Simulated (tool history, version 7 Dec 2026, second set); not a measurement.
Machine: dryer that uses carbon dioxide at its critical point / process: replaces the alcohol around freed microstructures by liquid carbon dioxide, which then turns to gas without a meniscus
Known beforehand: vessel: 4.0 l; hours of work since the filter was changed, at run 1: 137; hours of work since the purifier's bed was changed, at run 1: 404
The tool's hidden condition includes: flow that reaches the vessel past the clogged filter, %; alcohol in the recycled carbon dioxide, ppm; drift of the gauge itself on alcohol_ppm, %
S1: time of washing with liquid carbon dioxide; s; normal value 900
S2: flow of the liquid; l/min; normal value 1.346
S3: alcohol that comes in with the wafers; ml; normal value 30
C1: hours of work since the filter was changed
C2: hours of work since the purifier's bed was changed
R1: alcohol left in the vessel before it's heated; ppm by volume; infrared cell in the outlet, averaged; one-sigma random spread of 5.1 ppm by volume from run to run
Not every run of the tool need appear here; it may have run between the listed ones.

| run | day | S1 | S2 | S3 | C1 | C2 | R1 |
|---|---|---|---|---|---|---|---|
| 1 | 0 | 900 | 1.346 | 30 | 137 | 404 | 181 |
| 2 | 0.954 | 900 | 1.346 | 30 | 148 | 416 | 189 |
| 3 | 1.721 | 900 | 1.346 | 30 | 158 | 425 | 182 |
| 4 | 2.588 | 900 | 1.346 | 30 | 169 | 436 | 191 |
| 5 | 3.212 | 900 | 1.346 | 30 | 177 | 444 | 197 |
| 6 | 3.825 | 900 | 1.346 | 30 | 184 | 451 | 206 |
| 7 | 4.638 | 660 | 1.346 | 30 | 194 | 461 | 361 |
| 8 | 5.392 | 900 | 1.64 | 30 | 204 | 471 | 156 |
| 9 | 6.246 | 900 | 1.346 | 30 | 214 | 481 | 211 |
| 10 | 7.025 | 900 | 0.91 | 30 | 224 | 491 | 433 |
| 11 | 7.971 | 900 | 0.91 | 30 | 236 | 503 | 453 |
| 12 | 8.838 | 900 | 0.91 | 30 | 247 | 514 | 450 |
| 13 | 9.858 | 900 | 0.91 | 30 | 259 | 526 | 459 |
| 14 | 10.483 | 600 | 2.26 | 66 | 267 | 534 | 257 |
| 15 | 11.442 | 600 | 1.11 | 66 | 279 | 546 | 1452 |

Estimate the outcome of run 16 from the log above:
| 16 | 12.025 | 900 | 1.41 | 119 | 286 | 553 | ? |

{"run 16": {"R1": 395}}
Were there no unlogged condition in the tool, this run, its random variation unchanged, would have produced R1 195 ppm by volume.
